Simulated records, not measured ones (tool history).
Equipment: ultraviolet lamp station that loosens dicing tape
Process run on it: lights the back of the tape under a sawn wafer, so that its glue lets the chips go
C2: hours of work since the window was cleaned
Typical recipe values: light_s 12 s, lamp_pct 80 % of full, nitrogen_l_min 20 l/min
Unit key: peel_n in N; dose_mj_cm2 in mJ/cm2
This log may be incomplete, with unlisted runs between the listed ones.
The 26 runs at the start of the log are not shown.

Run 27, day 5.958: usual settings but light_s 18 s, lamp_pct 83 % of full; hours of work of the lamp 254; C2 20. Result: peel_n 0.349 N, dose_mj_cm2 587 mJ/cm2.
Run 28, day 6.262: usual settings but light_s 18 s, lamp_pct 83 % of full; hours of work of the lamp 259; C2 24. Result: peel_n 0.333 N, dose_mj_cm2 586 mJ/cm2.
Run 29, day 6.575: usual settings but light_s 18 s, lamp_pct 83 % of full; hours of work of the lamp 263; C2 29. Result: peel_n 0.349 N, dose_mj_cm2 586 mJ/cm2.
Run 30, day 6.929: usual settings but light_s 18 s, lamp_pct 83 % of full; hours of work of the lamp 268; C2 34. Result: peel_n 0.345 N, dose_mj_cm2 587 mJ/cm2.
Run 31, day 7.258: usual settings but lamp_pct 96 % of full; hours of work of the lamp 273; C2 39. Result: peel_n 0.608 N, dose_mj_cm2 449 mJ/cm2.
Run 32, day 7.442: usual settings but nitrogen_l_min 18 l/min; hours of work of the lamp 276; C2 42. Result: peel_n 0.936 N, dose_mj_cm2 374 mJ/cm2.
Run 33, day 7.596: usual settings but light_s 13 s, nitrogen_l_min 30 l/min; hours of work of the lamp 278; C2 44. Result: peel_n 0.594 N, dose_mj_cm2 402 mJ/cm2.
Run 34, day 7.946: usual settings but light_s 13 s, nitrogen_l_min 30 l/min; hours of work of the lamp 283; C2 49. Result: peel_n 0.641 N, dose_mj_cm2 407 mJ/cm2.
Run 35, day 8.112: usual settings but nitrogen_l_min 33 l/min; hours of work of the lamp 286; C2 52. Result: peel_n 0.715 N, dose_mj_cm2 373 mJ/cm2.

Run 36 is up next; what results do you expect?
Run 36, day 8.362: usual settings but lamp_pct 76 % of full, nitrogen_l_min 6 l/min; hours of work of the lamp 290; C2 55. Result: peel_n ?, dose_mj_cm2 ?.

Run 36 came out at peel_n 1.668 N, dose_mj_cm2 354 mJ/cm2.
Had the tool carried no hidden state, the very same run would have given peel_n 1.435 N, dose_mj_cm2 392 mJ/cm2.
